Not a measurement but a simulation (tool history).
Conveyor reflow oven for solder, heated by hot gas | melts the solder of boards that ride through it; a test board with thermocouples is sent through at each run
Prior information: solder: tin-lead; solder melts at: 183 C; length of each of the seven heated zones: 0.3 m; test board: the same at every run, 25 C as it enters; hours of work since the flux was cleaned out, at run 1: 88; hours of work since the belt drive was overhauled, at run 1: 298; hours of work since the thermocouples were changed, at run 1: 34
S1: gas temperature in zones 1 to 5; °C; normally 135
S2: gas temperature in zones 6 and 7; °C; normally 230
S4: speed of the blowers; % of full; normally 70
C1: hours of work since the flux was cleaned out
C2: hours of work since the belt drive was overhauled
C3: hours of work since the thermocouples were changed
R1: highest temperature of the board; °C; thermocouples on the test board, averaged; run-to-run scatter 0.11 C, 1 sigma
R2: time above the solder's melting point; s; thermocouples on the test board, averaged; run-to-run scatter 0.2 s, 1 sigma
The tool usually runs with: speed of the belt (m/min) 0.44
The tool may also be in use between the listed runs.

{"run": 1, "hour": 0.0, "S1": 135, "S2": 230, "speed of the belt (m/min)": 0.44, "S4": 70, "C1": 88, "C2": 298, "C3": 34, "R1": 215.4, "R2": 59.1}
{"run": 2, "hour": 40.0, "S1": 135, "S2": 230, "speed of the belt (m/min)": 0.44, "S4": 70, "C1": 104, "C2": 314, "C3": 51, "R1": 215.4, "R2": 59}
{"run": 3, "hour": 75.3, "S1": 135, "S2": 230, "speed of the belt (m/min)": 0.44, "S4": 70, "C1": 119, "C2": 328, "C3": 65, "R1": 215.3, "R2": 58.8}
{"run": 4, "hour": 122.5, "S1": 140, "S2": 230, "speed of the belt (m/min)": 0.44, "S4": 70, "C1": 138, "C2": 348, "C3": 84, "R1": 216.2, "R2": 61.5}
{"run": 5, "hour": 158.4, "S1": 140, "S2": 230, "speed of the belt (m/min)": 0.44, "S4": 70, "C1": 152, "C2": 362, "C3": 99, "R1": 216.1, "R2": 61.5}
{"hour": 185.3, "done": "flux residue cleaned out of gas plates and filters"}
{"run": 6, "hour": 230.7, "S1": 139, "S2": 230, "speed of the belt (m/min)": 0.44, "S4": 70, "C1": 19, "C2": 390, "C3": 126, "R1": 215.9, "R2": 61.2}
{"run": 7, "hour": 297.9, "S1": 139, "S2": 230, "speed of the belt (m/min)": 0.44, "S4": 70, "C1": 46, "C2": 417, "C3": 154, "R1": 216, "R2": 61.1}
{"run": 8, "hour": 345.6, "S1": 139, "S2": 230, "speed of the belt (m/min)": 0.44, "S4": 70, "C1": 65, "C2": 437, "C3": 173, "R1": 216, "R2": 61.4}
{"run": 9, "hour": 400.6, "S1": 139, "S2": 230, "speed of the belt (m/min)": 0.44, "S4": 70, "C1": 88, "C2": 459, "C3": 196, "R1": 215.9, "R2": 61.1}
{"run": 10, "hour": 431.4, "S1": 135, "S2": 230, "speed of the belt (m/min)": 0.456, "S4": 70, "C1": 101, "C2": 472, "C3": 208, "R1": 214.1, "R2": 55.8}
{"run": 11, "hour": 494.4, "S1": 135, "S2": 230, "speed of the belt (m/min)": 0.456, "S4": 70, "C1": 126, "C2": 498, "C3": 234, "R1": 214.4, "R2": 56.1}
{"run": 12, "hour": 552.4, "S1": 135, "S2": 230, "speed of the belt (m/min)": 0.456, "S4": 70, "C1": 150, "C2": 521, "C3": 258, "R1": 214.2, "R2": 55.7}
{"hour": 586.9, "done": "flux residue cleaned out of gas plates and filters"}
{"run": 13, "hour": 616.0, "S1": 135, "S2": 230, "speed of the belt (m/min)": 0.456, "S4": 70, "C1": 12, "C2": 545, "C3": 282, "R1": 214.5, "R2": 56}
{"run": 14, "hour": 666.2, "S1": 135, "S2": 230, "speed of the belt (m/min)": 0.456, "S4": 70, "C1": 32, "C2": 566, "C3": 302, "R1": 214.3, "R2": 55.6}
{"run": 15, "hour": 700.0, "S1": 135, "S2": 230, "speed of the belt (m/min)": 0.456, "S4": 70, "C1": 46, "C2": 580, "C3": 316, "R1": 214.3, "R2": 55.7}
{"run": 16, "hour": 732.5, "S1": 123, "S2": 233, "speed of the belt (m/min)": 0.448, "S4": 84, "C1": 59, "C2": 593, "C3": 329, "R1": 219.1, "R2": 57.9}
{"run": 17, "hour": 785.1, "S1": 138, "S2": 230, "speed of the belt (m/min)": 0.44, "S4": 71, "C1": 81, "C2": 614, "C3": 351, "R1": 216, "R2": 61.2}
{"run": 18, "hour": 821.9, "S1": 142, "S2": 221, "speed of the belt (m/min)": 0.419, "S4": 58, "C1": 96, "C2": 629, "C3": 366, "R1": 207, "R2": 55.8}
{"run": 19, "hour": 882.1, "S1": 129, "S2": 233, "speed of the belt (m/min)": 0.419, "S4": 78, "C1": 121, "C2": 654, "C3": 390, "R1": 220.2, "R2": 64.9}
{"run": 20, "hour": 948.2, "S1": 129, "S2": 233, "speed of the belt (m/min)": 0.419, "S4": 78, "C1": 148, "C2": 681, "C3": 417, "R1": 220.3, "R2": 65.1}
{"hour": 987.3, "done": "flux residue cleaned out of gas plates and filters"}
{"run": 21, "hour": 991.6, "S1": 129, "S2": 233, "speed of the belt (m/min)": 0.419, "S4": 78, "C1": 2, "C2": 697, "C3": 433, "R1": 220.6, "R2": 65}
{"run": 22, "hour": 1043.9, "S1": 129, "S2": 233, "speed of the belt (m/min)": 0.419, "S4": 78, "C1": 23, "C2": 718, "C3": 454, "R1": 220.6, "R2": 65}
{"run": 23, "hour": 1108.7, "S1": 131, "S2": 230, "speed of the belt (m/min)": 0.459, "S4": 62, "C1": 50, "C2": 744, "C3": 481, "R1": 211.1, "R2": 50}
{"run": 24, "hour": 1138.6, "S1": 131, "S2": 230, "speed of the belt (m/min)": 0.513, "S4": 62, "C1": 62, "C2": 757, "C3": 493, "R1": 206.8, "R2": 40.2}
{"run": 25, "hour": 1192.5, "S1": 131, "S2": 230, "speed of the belt (m/min)": 0.513, "S4": 51, "C1": 84, "C2": 779, "C3": 515, "R1": 202, "R2": 34.1}
{"run": 26, "hour": 1251.9, "S1": 124, "S2": 235, "speed of the belt (m/min)": 0.433, "S4": 56, "C1": 108, "C2": 803, "C3": 539, "R1": 213.7, "R2": 53.5}
{"run": 27, "hour": 1298.1, "S1": 139, "S2": 230, "speed of the belt (m/min)": 0.44, "S4": 70, "C1": 127, "C2": 822, "C3": 558, "R1": 215.9, "R2": 61.2}
{"run": 28, "hour": 1333.3, "S1": 139, "S2": 230, "speed of the belt (m/min)": 0.383, "S4": 89, "C1": 141, "C2": 836, "C3": 573, "R1": 222.8, "R2": 78.2}
{"hour": 1387.6, "done": "flux residue cleaned out of gas plates and filters"}
{"run": 29, "hour": 1395.7, "S1": 139, "S2": 229, "speed of the belt (m/min)": 0.388, "S4": 60, "C1": 3, "C2": 860, "C3": 596, "R1": 216.2, "R2": 70}

Alternative continuations, all from the tool just after run 29; predict every row:
{"run": "A", "hour": 1430.1, "S1": 135, "S2": 230, "speed of the belt (m/min)": 0.482, "S4": 84, "C1": 17, "C2": 874, "C3": 610, "R1": "?", "R2": "?"}
{"run": "B", "hour": 1430.1, "S1": 146, "S2": 229, "speed of the belt (m/min)": 0.519, "S4": 60, "C1": 17, "C2": 874, "C3": 610, "R1": "?", "R2": "?"}
{"run": "C", "hour": 1430.1, "S1": 135, "S2": 230, "speed of the belt (m/min)": 0.44, "S4": 81, "C1": 17, "C2": 874, "C3": 610, "R1": "?", "R2": "?"}

run=A R1=215.9 R2=54.3
run=B R1=208.4 R2=46.2
run=C R1=217.9 R2=61.7
The same runs, with their run-to-run variation unchanged, on a tool lacking any hidden condition would have given:
run=A R1=215.8 R2=54.2
run=B R1=208.3 R2=46.1
run=C R1=217.8 R2=61.6
